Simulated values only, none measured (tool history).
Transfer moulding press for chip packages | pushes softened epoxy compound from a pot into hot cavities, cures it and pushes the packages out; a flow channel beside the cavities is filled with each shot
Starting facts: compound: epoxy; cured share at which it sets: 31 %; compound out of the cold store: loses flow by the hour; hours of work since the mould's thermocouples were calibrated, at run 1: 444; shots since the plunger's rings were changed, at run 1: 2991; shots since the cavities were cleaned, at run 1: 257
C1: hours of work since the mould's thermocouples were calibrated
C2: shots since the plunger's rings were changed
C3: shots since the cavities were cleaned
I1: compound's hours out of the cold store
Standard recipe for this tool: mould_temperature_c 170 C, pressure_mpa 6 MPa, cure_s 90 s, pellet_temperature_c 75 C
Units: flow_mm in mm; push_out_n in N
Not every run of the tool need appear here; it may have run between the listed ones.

{"run": 1, "hour": 0.0, "mould_temperature_c": 170, "pressure_mpa": 6, "cure_s": 90, "pellet_temperature_c": 75, "C1": 444, "C2": 2991, "C3": 257, "I1": 12.6, "flow_mm": 857, "push_out_n": 603}
{"hour": 6.1, "done": "plunger's sealing rings changed"}
{"hour": 41.3, "done": "cavities cleaned with cleaning compound and waxed"}
{"run": 2, "hour": 41.3, "mould_temperature_c": 170, "pressure_mpa": 6, "cure_s": 90, "pellet_temperature_c": 69, "C1": 473, "C2": 480, "C3": 0, "I1": 43.0, "flow_mm": 772, "push_out_n": 405}
{"run": 3, "hour": 82.9, "mould_temperature_c": 170, "pressure_mpa": 6, "cure_s": 90, "pellet_temperature_c": 69, "C1": 505, "C2": 1070, "C3": 590, "I1": 11.3, "flow_mm": 876, "push_out_n": 742}
{"hour": 98.3, "done": "cavities cleaned with cleaning compound and waxed"}
{"hour": 110.4, "done": "mould's thermocouples calibrated"}
{"run": 4, "hour": 127.1, "mould_temperature_c": 170, "pressure_mpa": 6, "cure_s": 90, "pellet_temperature_c": 67, "C1": 13, "C2": 1648, "C3": 380, "I1": 21.3, "flow_mm": 835, "push_out_n": 675}
{"hour": 157.7, "done": "cavities cleaned with cleaning compound and waxed"}
{"run": 5, "hour": 172.9, "mould_temperature_c": 170, "pressure_mpa": 6, "cure_s": 84, "pellet_temperature_c": 75, "C1": 47, "C2": 2277, "C3": 215, "I1": 47.4, "flow_mm": 746, "push_out_n": 638}
{"hour": 216.4, "done": "cavities cleaned with cleaning compound and waxed"}
{"run": 6, "hour": 221.8, "mould_temperature_c": 170, "pressure_mpa": 6, "cure_s": 84, "pellet_temperature_c": 75, "C1": 83, "C2": 2951, "C3": 77, "I1": 16.9, "flow_mm": 841, "push_out_n": 583}
{"hour": 231.1, "done": "plunger's sealing rings changed"}
{"run": 7, "hour": 253.7, "mould_temperature_c": 170, "pressure_mpa": 6, "cure_s": 84, "pellet_temperature_c": 75, "C1": 105, "C2": 321, "C3": 494, "I1": 31.1, "flow_mm": 813, "push_out_n": 813}
{"hour": 278.4, "done": "cavities cleaned with cleaning compound and waxed"}
{"run": 8, "hour": 291.3, "mould_temperature_c": 170, "pressure_mpa": 6, "cure_s": 84, "pellet_temperature_c": 75, "C1": 133, "C2": 833, "C3": 182, "I1": 15.2, "flow_mm": 869, "push_out_n": 650}

The next listed run, before its measurement:
{"run": 9, "hour": 331.4, "mould_temperature_c": 170, "pressure_mpa": 6, "cure_s": 84, "pellet_temperature_c": 75, "C1": 163, "C2": 1403, "C3": 752, "I1": 46.4, "flow_mm": "?", "push_out_n": "?"}

flow_mm: 754 mm
push_out_n: 835 N
Without the tool's hidden state the same run would have given flow_mm 767 mm, push_out_n 471 N.
